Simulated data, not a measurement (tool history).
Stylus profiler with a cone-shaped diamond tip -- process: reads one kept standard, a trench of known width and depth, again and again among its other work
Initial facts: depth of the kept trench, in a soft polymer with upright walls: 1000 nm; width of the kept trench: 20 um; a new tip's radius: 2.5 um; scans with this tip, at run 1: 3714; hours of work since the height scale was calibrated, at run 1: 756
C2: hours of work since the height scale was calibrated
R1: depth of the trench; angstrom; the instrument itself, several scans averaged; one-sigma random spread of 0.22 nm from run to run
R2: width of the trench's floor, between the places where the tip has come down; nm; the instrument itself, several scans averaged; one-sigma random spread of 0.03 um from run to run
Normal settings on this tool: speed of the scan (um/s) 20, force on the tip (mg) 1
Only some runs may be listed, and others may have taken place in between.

Run 1, hour 0: usual settings; scans with this tip 3714; C2 756. Result: R1 10030.2 angstrom, R2 15470 nm.
Run 2, hour 13.5: usual settings; scans with this tip 3761; C2 766. Result: R1 10024.3 angstrom, R2 15450 nm.
Run 3, hour 37.4: usual settings; scans with this tip 3844; C2 783. Result: R1 10028 angstrom, R2 15410 nm.
Run 4, hour 49.7: usual settings; scans with this tip 3887; C2 791. Result: R1 10025.1 angstrom, R2 15440 nm.
Run 5, hour 67.3: usual settings but force on the tip (mg) 1.06; scans with this tip 3949; C2 804. Result: R1 10030.1 angstrom, R2 15440 nm.
Run 6, hour 87.4: usual settings but force on the tip (mg) 2.65; scans with this tip 4019; C2 818. Result: R1 10065.5 angstrom, R2 15480 nm.
Run 7, hour 105.2: usual settings; scans with this tip 4081; C2 831. Result: R1 10030.1 angstrom, R2 15400 nm.
At hour 107.8: height scale calibrated on a step standard.
Run 8, hour 128.2: usual settings; scans with this tip 4160; C2 14. Result: R1 10017.4 angstrom, R2 15400 nm.
Run 9, hour 141: usual settings; scans with this tip 4204; C2 24. Result: R1 10020.3 angstrom, R2 15440 nm.
Run 10, hour 153.1: usual settings; scans with this tip 4247; C2 32. Result: R1 10017.6 angstrom, R2 15380 nm.
Run 11, hour 170: usual settings; scans with this tip 4306; C2 44. Result: R1 10015.9 angstrom, R2 15390 nm.
At hour 172.4: height scale calibrated on a step standard, once more.
Run 12, hour 186.4: usual settings but speed of the scan (um/s) 78, force on the tip (mg) 2.29; scans with this tip 4361; C2 10. Result: R1 10072.2 angstrom, R2 15070 nm.
Run 13, hour 198.4: usual settings but speed of the scan (um/s) 5; scans with this tip 4403; C2 18. Result: R1 10038 angstrom, R2 15500 nm.
Run 14, hour 216.3: usual settings but speed of the scan (um/s) 28, force on the tip (mg) 0.39; scans with this tip 4466; C2 31. Result: R1 10021.4 angstrom, R2 15160 nm.
Run 15, hour 233.2: usual settings but speed of the scan (um/s) 34; scans with this tip 4525; C2 43. Result: R1 10038.1 angstrom, R2 15240 nm.
Run 16, hour 244.5: usual settings but speed of the scan (um/s) 16, force on the tip (mg) 0.96; scans with this tip 4564; C2 51. Result: R1 10042 angstrom, R2 15350 nm.
Run 17, hour 255.5: usual settings but speed of the scan (um/s) 16, force on the tip (mg) 0.96; scans with this tip 4603; C2 59. Result: R1 10037.9 angstrom, R2 15380 nm.
Run 18, hour 274.1: usual settings but speed of the scan (um/s) 16, force on the tip (mg) 0.96; scans with this tip 4668; C2 72. Result: R1 10037.1 angstrom, R2 15350 nm.
Run 19, hour 295.1: usual settings but speed of the scan (um/s) 16, force on the tip (mg) 0.96; scans with this tip 4741; C2 87. Result: R1 10035 angstrom, R2 15380 nm.
Run 20, hour 313.9: usual settings but speed of the scan (um/s) 6, force on the tip (mg) 1.49; scans with this tip 4807; C2 101. Result: R1 10047 angstrom, R2 15460 nm.
Run 21, hour 333.7: usual settings but force on the tip (mg) 0.58; scans with this tip 4876; C2 115. Result: R1 10025.1 angstrom, R2 15280 nm.

What if the next run were any one of these 3? Each begins from the tool's condition after run 21:
Run A, hour 346.1: usual settings but force on the tip (mg) 0.67; scans with this tip 4919; C2 124. Result: R1 ?, R2 ?.
Run B, hour 346.1: usual settings but speed of the scan (um/s) 46, force on the tip (mg) 0.52; scans with this tip 4919; C2 124. Result: R1 ?, R2 ?.
Run C, hour 346.1: usual settings but speed of the scan (um/s) 34, force on the tip (mg) 2.71; scans with this tip 4919; C2 124. Result: R1 ?, R2 ?.

run       R1     R2
  A  10027.9  15270
  B  10025.6  14900
  C  10073.3  15290
What these runs would have given with no unlogged condition in the tool:
run       R1     R2
  A  10030.2  15780
  B  10027.8  15410
  C  10075.6  15800
